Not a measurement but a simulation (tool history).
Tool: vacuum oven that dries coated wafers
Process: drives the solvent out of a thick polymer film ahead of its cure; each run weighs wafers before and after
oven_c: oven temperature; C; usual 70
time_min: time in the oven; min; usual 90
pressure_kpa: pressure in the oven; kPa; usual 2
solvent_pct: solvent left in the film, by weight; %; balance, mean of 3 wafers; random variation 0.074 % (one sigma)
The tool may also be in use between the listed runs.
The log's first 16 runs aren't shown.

| run | day | oven_c | time_min | pressure_kpa | solvent_pct |
|---|---|---|---|---|---|
| 17 | 51.925 | 70 | 90 | 2 | 6.29 |
| 18 | 54.358 | 70 | 90 | 2 | 6.49 |
| 19 | 57.096 | 70 | 90 | 1.35 | 6.1 |
| 20 | 61.404 | 70 | 90 | 1.35 | 6.15 |
| 21 | 65.029 | 70 | 55 | 1.35 | 9.17 |
| 22 | 69.129 | 70 | 55 | 1.35 | 9.14 |
| 23 | 72.654 | 70 | 55 | 1.35 | 8.95 |
| 24 | 76.454 | 70 | 55 | 7.46 | 11.66 |
| 25 | 79.779 | 70 | 55 | 7.46 | 12.01 |
| 26 | 83.846 | 70 | 63 | 2 | 8.97 |
| 27 | 85.721 | 70 | 63 | 2 | 9.07 |
| 28 | 89.283 | 68 | 90 | 2 | 7.98 |
|  | 89.746 | oven's thermocouples calibrated |
| 29 | 91.5 | 70 | 58 | 5.31 | 11.06 |
| 30 | 93.483 | 70 | 58 | 5.31 | 11.3 |
| 31 | 97.008 | 56 | 88 | 1.99 | 13.68 |
| 32 | 99.725 | 56 | 88 | 1.99 | 13.93 |
|  | 101.071 | oven's thermocouples calibrated, once more |
| 33 | 101.912 | 56 | 88 | 1.99 | 12.33 |
| 34 | 105.296 | 60 | 45 | 1.98 | 13.24 |
| 35 | 109.096 | 60 | 45 | 1.98 | 13.43 |
| 36 | 112.046 | 60 | 45 | 1.98 | 13.41 |
|  | 115.938 | vacuum gauge cleaned of residue and calibrated |
| 37 | 116.042 | 60 | 45 | 1.98 | 13.25 |
| 38 | 119.025 | 70 | 45 | 4.57 | 10.6 |
| 39 | 122.012 | 83 | 92 | 2 | 1.37 |
| 40 | 124.788 | 83 | 92 | 2 | 1.34 |
| 41 | 128.058 | 83 | 92 | 2 | 1.42 |

The next listed run, before its measurement:
| 42 | 130.862 | 70 | 90 | 7.03 | ? |

solvent_pct: 8.54 %
Without the tool's hidden state the same run would have given solvent_pct 7.96 %.
